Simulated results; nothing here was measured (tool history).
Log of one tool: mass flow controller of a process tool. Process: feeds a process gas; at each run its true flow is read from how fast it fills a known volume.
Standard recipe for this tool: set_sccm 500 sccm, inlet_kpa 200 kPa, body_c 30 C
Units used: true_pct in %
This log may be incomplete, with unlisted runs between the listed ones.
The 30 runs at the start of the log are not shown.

{"run": 31, "day": 415.1, "set_sccm": 195, "inlet_kpa": 258, "body_c": 34, "true_pct": 102.23}
{"run": 32, "day": 425.229, "set_sccm": 206, "inlet_kpa": 200, "body_c": 37, "true_pct": 101.64}
{"run": 33, "day": 440.079, "set_sccm": 572, "inlet_kpa": 162, "body_c": 21, "true_pct": 100.57}
{"run": 34, "day": 453.079, "set_sccm": 500, "inlet_kpa": 145, "body_c": 28, "true_pct": 99.95}
{"run": 35, "day": 465.175, "set_sccm": 690, "inlet_kpa": 192, "body_c": 22, "true_pct": 100.25}
{"run": 36, "day": 472.75, "set_sccm": 533, "inlet_kpa": 214, "body_c": 39, "true_pct": 98.65}
{"run": 37, "day": 487.004, "set_sccm": 533, "inlet_kpa": 214, "body_c": 39, "true_pct": 98.62}
{"run": 38, "day": 497.754, "set_sccm": 533, "inlet_kpa": 214, "body_c": 39, "true_pct": 98.5}
{"run": 39, "day": 506.825, "set_sccm": 533, "inlet_kpa": 214, "body_c": 39, "true_pct": 98.68}
{"run": 40, "day": 524.271, "set_sccm": 533, "inlet_kpa": 192, "body_c": 21, "true_pct": 100.78}
{"run": 41, "day": 541.025, "set_sccm": 215, "inlet_kpa": 200, "body_c": 25, "true_pct": 103.83}
{"day": 544.762, "done": "controller's zero set anew"}
{"day": 555.612, "done": "controller exchanged for a calibrated one"}
{"run": 42, "day": 555.612, "set_sccm": 500, "inlet_kpa": 200, "body_c": 21, "true_pct": 100.11}
{"run": 43, "day": 571.788, "set_sccm": 215, "inlet_kpa": 147, "body_c": 21, "true_pct": 100.04}
{"run": 44, "day": 580.004, "set_sccm": 215, "inlet_kpa": 149, "body_c": 20, "true_pct": 100.21}
{"run": 45, "day": 594.842, "set_sccm": 851, "inlet_kpa": 158, "body_c": 32, "true_pct": 98.88}
{"run": 46, "day": 606.988, "set_sccm": 500, "inlet_kpa": 153, "body_c": 30, "true_pct": 99.06}
{"run": 47, "day": 622.446, "set_sccm": 124, "inlet_kpa": 153, "body_c": 22, "true_pct": 101.04}

Forecast each of these 3 alternatives for the next run:
{"run": "A", "day": 639.062, "set_sccm": 179, "inlet_kpa": 200, "body_c": 27, "true_pct": "?"}
{"run": "B", "day": 639.062, "set_sccm": 124, "inlet_kpa": 160, "body_c": 22, "true_pct": "?"}
{"run": "C", "day": 639.062, "set_sccm": 187, "inlet_kpa": 200, "body_c": 30, "true_pct": "?"}

run=A true_pct=100.39
run=B true_pct=101.46
run=C true_pct=99.85
Without the tool's hidden state the same runs would have given:
run=A true_pct=99.5
run=B true_pct=99.92
run=C true_pct=99.02
